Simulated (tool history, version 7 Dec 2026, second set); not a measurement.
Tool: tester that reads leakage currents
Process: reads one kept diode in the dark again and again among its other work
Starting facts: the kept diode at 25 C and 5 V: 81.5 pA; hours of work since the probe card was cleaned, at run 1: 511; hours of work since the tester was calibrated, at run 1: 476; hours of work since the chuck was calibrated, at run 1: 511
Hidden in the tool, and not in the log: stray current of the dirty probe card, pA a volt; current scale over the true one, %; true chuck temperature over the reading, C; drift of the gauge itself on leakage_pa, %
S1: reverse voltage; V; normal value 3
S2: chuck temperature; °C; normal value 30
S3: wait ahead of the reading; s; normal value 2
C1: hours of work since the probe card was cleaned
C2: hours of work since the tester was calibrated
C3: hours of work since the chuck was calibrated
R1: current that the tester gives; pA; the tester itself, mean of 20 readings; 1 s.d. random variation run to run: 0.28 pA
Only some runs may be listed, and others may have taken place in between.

run,hour,S1,S2,S3,C1,C2,C3,R1
1,0,3,30,2,511,476,511,90.51
2,54.3,10.14,30,2,542,507,542,186.65
3,99.5,8.05,30,2,567,532,567,162.52
4,149.8,8.05,30,2,596,560,596,162.4
5,215,8.05,30,2,632,597,632,162.34
6,250,3,30,2,652,617,652,90.57
7,320.2,3,56,2,692,656,692,598.71
8,393.7,3,56,2,733,698,733,599.14
9,467.9,3,56,2,775,740,775,594.8
10,500.7,6.91,56,2,793,758,793,975.65
11,552.9,3,30,2,823,788,823,89.99
12,621.1,3,30,2,861,826,861,90.51
13,680.7,3,30,2,895,860,895,90.34
14,747.5,3,30,2,933,897,933,90.53
15,815.1,3,30,2,971,935,971,90.14
16,862.2,3,30,2,997,962,997,90.59
17,913,3,30,7.11,1026,991,1026,90.31
18,955.8,3,30,7.11,1050,1015,1050,90.18
19,1018.9,3,30,7.11,1085,1050,1085,90.35
20,1070.1,3,30,7.11,1114,1079,1114,89.86
21,1102.5,3,30,7.11,1133,1097,1133,90.5
22,1146.6,3,30,7.11,1157,1122,1157,90.11
23,1178.3,3,30,1.27,1175,1140,1175,90.4
24,1228.9,6.17,26,3.72,1204,1169,1204,100.84
25,1280.6,6.17,26,3.72,1233,1198,1233,100.87
26,1322.4,3.67,26,9.28,1256,1221,1256,73.5
27,1362.5,3,30,0.38,1279,1244,1279,91.87
28,1409.5,3,30,0.38,1306,1270,1306,91.52
29,1472.1,3,30,0.38,1341,1306,1341,91.77
30,1507,1.04,32,2,1361,1325,1361,56.6
31,1570.7,1.04,32,2,1396,1361,1396,56.31
32,1631.2,13.93,38,3.63,1430,1395,1430,412.81
33,1707.2,3,30,2.22,1473,1438,1473,90.47
34,1756.4,3,21,3.14,1501,1466,1501,43.67
35,1797.6,3.29,22,0.45,1524,1489,1524,51.24
36,1834.8,3.29,22,0.45,1545,1510,1545,51.25
37,1886.8,3.29,22,0.45,1575,1539,1575,51.37
38,1945.5,3.29,57,0.45,1608,1572,1608,679.06
39,2015.6,15.76,43,0.45,1647,1612,1647,649.71

5 ways to go on from here, each from the tool as it stands after run 39. What would each give?
A,2057.9,3,25,0.6,1671,1636,1671,?
B,2057.9,1.59,30,2,1671,1636,1671,?
C,2057.9,15.69,55,1.05,1671,1636,1671,?
D,2057.9,15.76,36,0.45,1671,1636,1671,?
E,2057.9,3,30,0.68,1671,1636,1671,?

run,R1
A,61.64
B,61.92
C,1485.1
D,388.45
E,91.24
Without the tool's hidden state the same runs would have given:
run,R1
A,61.62
B,61.96
C,1486.56
D,388.42
E,91.27
